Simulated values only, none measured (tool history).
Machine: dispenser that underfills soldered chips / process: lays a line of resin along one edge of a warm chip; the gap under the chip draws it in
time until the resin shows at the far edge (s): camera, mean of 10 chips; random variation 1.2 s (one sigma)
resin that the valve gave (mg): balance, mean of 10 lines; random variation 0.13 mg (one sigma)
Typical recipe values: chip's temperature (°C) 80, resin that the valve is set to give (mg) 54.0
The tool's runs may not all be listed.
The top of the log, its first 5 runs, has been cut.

run,hour,chip's temperature (°C),resin that the valve is set to give (mg),time until the resin shows at the far edge (s),resin that the valve gave (mg)
6,27.5,91,54.0,94.1,51.10
# hour 28.2: new syringe of resin
7,31.2,91,54.0,73.0,51.34
# hour 33.2: dispensing valve cleaned and set on the balance
8,35.2,80,59.5,129.7,59.78
9,40.5,80,59.5,148.2,59.54
# hour 43.1: new syringe of resin
10,44.7,80,59.5,116.1,59.35
11,50.8,80,59.5,133.5,59.01
# hour 57.3: new syringe of resin
12,58.1,80,51.4,114.4,51.13
13,61.5,80,51.4,126.6,51.26
14,64.9,91,54.0,82.2,53.76
15,70.5,91,54.0,94.6,53.45
# hour 71.2: new syringe of resin
16,75.8,91,54.0,75.2,53.48
17,81.6,80,54.0,143.9,53.52
# hour 85.4: new syringe of resin
18,87.2,80,56.1,119.9,55.52
19,90.2,80,56.1,127.1,55.17
20,94.3,81,56.1,134.8,55.30
21,98.6,90,46.7,102.2,45.84

Forecast run 22:
# hour 99.2: new syringe of resin
22,102.8,91,60.8,?,?

time until the resin shows at the far edge (s): 75.4
resin that the valve gave (mg): 59.71
Take away the tool's hidden state, keep the run-to-run variation as it was, and the same run would have given time until the resin shows at the far edge (s) 67.5, resin that the valve gave (mg) 60.74.
